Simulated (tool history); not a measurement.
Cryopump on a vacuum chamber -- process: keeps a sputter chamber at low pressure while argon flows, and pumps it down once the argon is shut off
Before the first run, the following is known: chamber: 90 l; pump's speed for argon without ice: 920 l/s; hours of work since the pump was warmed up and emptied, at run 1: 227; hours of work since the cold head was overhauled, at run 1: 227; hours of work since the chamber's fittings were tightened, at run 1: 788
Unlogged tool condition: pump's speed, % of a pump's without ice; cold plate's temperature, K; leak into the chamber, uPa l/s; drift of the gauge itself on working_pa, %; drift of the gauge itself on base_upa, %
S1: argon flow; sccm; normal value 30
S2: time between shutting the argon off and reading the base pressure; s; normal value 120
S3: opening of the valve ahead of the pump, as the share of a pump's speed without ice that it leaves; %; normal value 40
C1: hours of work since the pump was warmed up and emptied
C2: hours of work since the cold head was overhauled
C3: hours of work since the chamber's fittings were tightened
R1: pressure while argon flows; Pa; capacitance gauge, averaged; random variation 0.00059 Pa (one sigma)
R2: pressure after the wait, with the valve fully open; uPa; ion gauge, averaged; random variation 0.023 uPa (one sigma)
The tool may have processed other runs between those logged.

Run 1, day 0: usual settings; C1 227; C2 227; C3 788. Result: R1 0.1402 Pa, R2 1.87 uPa.
Run 2, day 0.642: usual settings; C1 233; C2 233; C3 795. Result: R1 0.1403 Pa, R2 1.99 uPa.
Run 3, day 1.412: usual settings; C1 241; C2 241; C3 803. Result: R1 0.1408 Pa, R2 2 uPa.
Run 4, day 1.846: usual settings but S3 26 %; C1 246; C2 246; C3 807. Result: R1 0.2161 Pa, R2 1.87 uPa.
Run 5, day 2.408: usual settings; C1 252; C2 252; C3 813. Result: R1 0.1414 Pa, R2 1.95 uPa.
Run 6, day 3.246: usual settings; C1 261; C2 261; C3 822. Result: R1 0.1402 Pa, R2 1.97 uPa.
Run 7, day 3.958: usual settings; C1 268; C2 268; C3 830. Result: R1 0.1406 Pa, R2 1.99 uPa.
Run 8, day 4.475: usual settings; C1 274; C2 274; C3 835. Result: R1 0.14 Pa, R2 1.96 uPa.
Run 9, day 4.942: usual settings; C1 278; C2 278; C3 840. Result: R1 0.1401 Pa, R2 2.01 uPa.
Run 10, day 5.579: usual settings; C1 285; C2 285; C3 847. Result: R1 0.1405 Pa, R2 1.98 uPa.
Run 11, day 6.288: usual settings; C1 293; C2 293; C3 854. Result: R1 0.1401 Pa, R2 1.96 uPa.
Run 12, day 7.233: usual settings but S3 18 %; C1 303; C2 303; C3 864. Result: R1 0.3091 Pa, R2 2.04 uPa.
Run 13, day 7.667: usual settings but S3 18 %; C1 307; C2 307; C3 869. Result: R1 0.3109 Pa, R2 2 uPa.
Run 14, day 8.358: usual settings but S3 18 %; C1 314; C2 314; C3 876. Result: R1 0.3097 Pa, R2 2.03 uPa.
Run 15, day 9.304: usual settings but S3 18 %; C1 324; C2 324; C3 886. Result: R1 0.3093 Pa, R2 2.08 uPa.
Run 16, day 9.967: usual settings but S2 119 s; C1 331; C2 331; C3 893. Result: R1 0.1407 Pa, R2 2.08 uPa.
Run 17, day 10.4: usual settings but S2 119 s; C1 336; C2 336; C3 897. Result: R1 0.1388 Pa, R2 2.16 uPa.
Run 18, day 10.883: usual settings but S2 119 s; C1 341; C2 341; C3 902. Result: R1 0.1406 Pa, R2 2.1 uPa.
Run 19, day 11.717: usual settings but S1 27 sccm, S2 296 s; C1 350; C2 350; C3 911. Result: R1 0.1272 Pa, R2 1.91 uPa.
Run 20, day 12.396: usual settings but S1 27 sccm, S2 296 s; C1 357; C2 357; C3 918. Result: R1 0.1265 Pa, R2 1.84 uPa.
Run 21, day 12.8: usual settings but S1 27 sccm, S2 296 s; C1 361; C2 361; C3 922. Result: R1 0.1273 Pa, R2 1.83 uPa.
Run 22, day 13.738: usual settings but S1 27 sccm, S2 296 s; C1 371; C2 371; C3 932. Result: R1 0.127 Pa, R2 1.85 uPa.
Run 23, day 14.167: usual settings but S1 27 sccm, S2 296 s; C1 375; C2 375; C3 937. Result: R1 0.1267 Pa, R2 1.9 uPa.
Run 24, day 14.712: usual settings but S1 36 sccm, S2 34 s, S3 25 %; C1 381; C2 381; C3 942. Result: R1 0.2695 Pa, R2 3.37 uPa.
Run 25, day 15.388: usual settings but S1 36 sccm, S2 34 s, S3 25 %; C1 388; C2 388; C3 950. Result: R1 0.2671 Pa, R2 3.33 uPa.
Run 26, day 16.117: usual settings but S1 36 sccm, S2 34 s, S3 25 %; C1 396; C2 396; C3 957. Result: R1 0.2672 Pa, R2 3.36 uPa.
Run 27, day 16.883: usual settings but S1 60 sccm, S2 34 s, S3 52 %; C1 404; C2 404; C3 965. Result: R1 0.2184 Pa, R2 3.38 uPa.
Run 28, day 17.829: usual settings but S1 15 sccm, S3 39 %; C1 414; C2 414; C3 975. Result: R1 0.0719 Pa, R2 2.3 uPa.
Run 29, day 18.492: usual settings but S1 25 sccm, S2 136 s, S3 20 %; C1 421; C2 421; C3 982. Result: R1 0.2329 Pa, R2 2.16 uPa.
Run 30, day 19.321: usual settings but S1 25 sccm, S2 136 s, S3 20 %; C1 429; C2 429; C3 991. Result: R1 0.233 Pa, R2 2.26 uPa.
Run 31, day 19.7: usual settings but S1 25 sccm, S2 136 s, S3 20 %; C1 433; C2 433; C3 995. Result: R1 0.2332 Pa, R2 2.24 uPa.
Run 32, day 20.088: usual settings but S1 56 sccm, S2 144 s, S3 20 %; C1 437; C2 437; C3 999. Result: R1 0.5204 Pa, R2 2.17 uPa.
Run 33, day 20.604: usual settings but S1 56 sccm, S2 144 s, S3 20 %; C1 443; C2 443; C3 1004. Result: R1 0.5178 Pa, R2 2.27 uPa.
Run 34, day 21.008: usual settings but S1 56 sccm, S2 144 s, S3 20 %; C1 447; C2 447; C3 1009. Result: R1 0.52 Pa, R2 2.15 uPa.
Run 35, day 21.479: usual settings but S1 18 sccm, S2 28 s, S3 20 %; C1 452; C2 452; C3 1014. Result: R1 0.1683 Pa, R2 3.83 uPa.

Selected run-to-run steps in R1, each split into two signed amounts: the part the tool would show with no hidden state at all (from settings, incoming material and random variation), and the remainder, which goes to the hidden state together with any gauge scatter not common to the measured and the hidden-state-free results:
Run 11 -> 12: S3 40 -> 18. R1 +0.169 Pa: hidden state +0, all else +0.169.
Run 27 -> 28: S1 60 -> 15, S2 34 -> 120, S3 52 -> 39. R1 -0.1465 Pa: hidden state -0.0052, all else -0.1413.
Run 31 -> 32: S1 25 -> 56, S2 136 -> 144. R1 +0.2872 Pa: hidden state +0.004, all else +0.2832.
Run 34 -> 35: S1 56 -> 18, S2 144 -> 28. R1 -0.3517 Pa: hidden state -0.0049, all else -0.3468.

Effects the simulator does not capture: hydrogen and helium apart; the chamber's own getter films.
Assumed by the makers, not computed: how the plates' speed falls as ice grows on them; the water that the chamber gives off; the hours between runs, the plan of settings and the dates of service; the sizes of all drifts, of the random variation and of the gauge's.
